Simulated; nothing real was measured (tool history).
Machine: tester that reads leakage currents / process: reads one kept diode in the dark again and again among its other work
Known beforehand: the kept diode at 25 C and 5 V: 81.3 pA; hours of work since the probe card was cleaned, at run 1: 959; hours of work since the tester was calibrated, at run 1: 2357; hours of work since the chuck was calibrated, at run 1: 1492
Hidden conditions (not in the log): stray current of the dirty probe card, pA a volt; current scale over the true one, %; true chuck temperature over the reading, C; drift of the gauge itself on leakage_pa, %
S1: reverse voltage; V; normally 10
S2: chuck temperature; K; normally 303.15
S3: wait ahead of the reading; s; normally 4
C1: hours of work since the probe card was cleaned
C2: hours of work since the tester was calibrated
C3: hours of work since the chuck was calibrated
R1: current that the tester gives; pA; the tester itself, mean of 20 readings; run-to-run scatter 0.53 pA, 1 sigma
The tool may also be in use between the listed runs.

run 1 hour=0 | S1=10 S2=303.15 S3=4 | C1=959 C2=2357 C3=1492 | R1=163.66
run 2 hour=94.6 | S1=10 S2=303.15 S3=4 | C1=1013 C2=2411 C3=1546 | R1=163.88
run 3 hour=151.7 | S1=10 S2=303.15 S3=4 | C1=1046 C2=2444 C3=1579 | R1=163.19
run 4 hour=212.3 | S1=10 S2=303.15 S3=4 | C1=1081 C2=2479 C3=1614 | R1=162.88
run 5 hour=273 | S1=10 S2=303.15 S3=4 | C1=1116 C2=2514 C3=1649 | R1=164.62
run 6 hour=370.7 | S1=10 S2=303.15 S3=1.18 | C1=1173 C2=2571 C3=1706 | R1=164.56
run 7 hour=420.2 | S1=10 S2=303.15 S3=4 | C1=1201 C2=2599 C3=1734 | R1=163.31
run 8 hour=509.6 | S1=1.1 S2=303.15 S3=4 | C1=1253 C2=2651 C3=1786 | R1=56.4
run 9 hour=564.5 | S1=1.1 S2=329.15 S3=4 | C1=1284 C2=2682 C3=1817 | R1=490.27
run 10 hour=660.4 | S1=1.1 S2=329.15 S3=4 | C1=1340 C2=2738 C3=1873 | R1=489.71
run 11 hour=711.7 | S1=1.1 S2=329.15 S3=4 | C1=1369 C2=2767 C3=1902 | R1=489.55
run 12 hour=775.4 | S1=1.1 S2=329.15 S3=4 | C1=1406 C2=2804 C3=1939 | R1=485.56
-- hour=812.8 chuck's temperature calibrated
-- hour=867.7 probe card cleaned and baked
run 13 hour=881 | S1=10 S2=303.15 S3=4 | C1=8 C2=2862 C3=38 | R1=175.56
run 14 hour=935.9 | S1=10 S2=303.15 S3=4 | C1=39 C2=2894 C3=69 | R1=176.1
run 15 hour=994.3 | S1=10 S2=303.15 S3=4 | C1=73 C2=2928 C3=103 | R1=176.46
run 16 hour=1037.9 | S1=10 S2=303.15 S3=4 | C1=98 C2=2953 C3=128 | R1=176.15
run 17 hour=1139 | S1=10 S2=303.15 S3=4 | C1=156 C2=3011 C3=186 | R1=175.71
-- hour=1179.4 tester calibrated
run 18 hour=1240.8 | S1=10 S2=303.15 S3=4 | C1=214 C2=35 C3=244 | R1=173.83
run 19 hour=1319.9 | S1=10 S2=303.15 S3=4 | C1=260 C2=81 C3=290 | R1=172.41
run 20 hour=1393.8 | S1=10 S2=303.15 S3=4 | C1=302 C2=124 C3=332 | R1=173.14
run 21 hour=1465.1 | S1=10 S2=301.15 S3=2.81 | C1=343 C2=165 C3=373 | R1=145.17
run 22 hour=1528.5 | S1=10 S2=301.15 S3=2.81 | C1=380 C2=201 C3=410 | R1=145.19
run 23 hour=1615.1 | S1=3.8 S2=321.15 S3=2.81 | C1=430 C2=251 C3=460 | R1=510.46
run 24 hour=1701.5 | S1=14.9 S2=303.15 S3=1.45 | C1=480 C2=301 C3=510 | R1=209.5
run 25 hour=1777.2 | S1=1.2 S2=313.15 S3=4 | C1=524 C2=345 C3=553 | R1=156.49
run 26 hour=1825.7 | S1=1.6 S2=327.15 S3=1.68 | C1=551 C2=373 C3=581 | R1=553.47
run 27 hour=1867.5 | S1=12.9 S2=303.15 S3=0.81 | C1=576 C2=397 C3=606 | R1=197.63
run 28 hour=1921.7 | S1=12.9 S2=303.15 S3=0.81 | C1=607 C2=428 C3=637 | R1=198.5
run 29 hour=1967.4 | S1=1.3 S2=310.15 S3=8.59 | C1=633 C2=455 C3=663 | R1=124.46
run 30 hour=2039.3 | S1=1.3 S2=310.15 S3=8.59 | C1=675 C2=496 C3=705 | R1=123.75
run 31 hour=2093.8 | S1=3.4 S2=298.15 S3=5.26 | C1=706 C2=527 C3=736 | R1=66.76
run 32 hour=2158.3 | S1=3.4 S2=298.15 S3=5.26 | C1=743 C2=565 C3=773 | R1=67.13
run 33 hour=2246.7 | S1=3.4 S2=298.15 S3=5.26 | C1=794 C2=616 C3=824 | R1=66.93
run 34 hour=2332 | S1=10 S2=315.15 S3=1.07 | C1=844 C2=665 C3=874 | R1=469.67
run 35 hour=2388.1 | S1=2.8 S2=303.15 S3=0.39 | C1=876 C2=697 C3=906 | R1=95.76
run 36 hour=2441.7 | S1=10 S2=319.15 S3=6.4 | C1=907 C2=728 C3=937 | R1=638
run 37 hour=2506.8 | S1=10 S2=330.15 S3=1.37 | C1=944 C2=766 C3=974 | R1=1517.09
run 38 hour=2572.9 | S1=10 S2=330.15 S3=1.37 | C1=983 C2=804 C3=1013 | R1=1506.02
run 39 hour=2660.5 | S1=10 S2=330.15 S3=1.37 | C1=1033 C2=854 C3=1063 | R1=1500.34

Selected run-to-run steps in R1, each split into two signed amounts: the part the tool would show with no hidden state at all (from settings, incoming material and random variation), and the remainder, which goes to the hidden state together with any gauge scatter not common to the measured and the hidden-state-free results:
Run 8 -> 9: S2 303.15 -> 329.15. R1 +433.87 pA: hidden state -80.6, all else +514.47.
Run 12 -> 13: S1 1.1 -> 10, S2 329.15 -> 303.15, chuck's temperature calibrated, probe card cleaned and baked. R1 -310 pA: hidden state +96.8, all else -406.8.
Run 35 -> 36: S1 2.8 -> 10, S2 303.15 -> 319.15, S3 0.39 -> 6.4. R1 +542.24 pA: hidden state -44.5, all else +586.74.
Run 36 -> 37: S2 319.15 -> 330.15, S3 6.4 -> 1.37. R1 +879.09 pA: hidden state -86.16, all else +965.25.
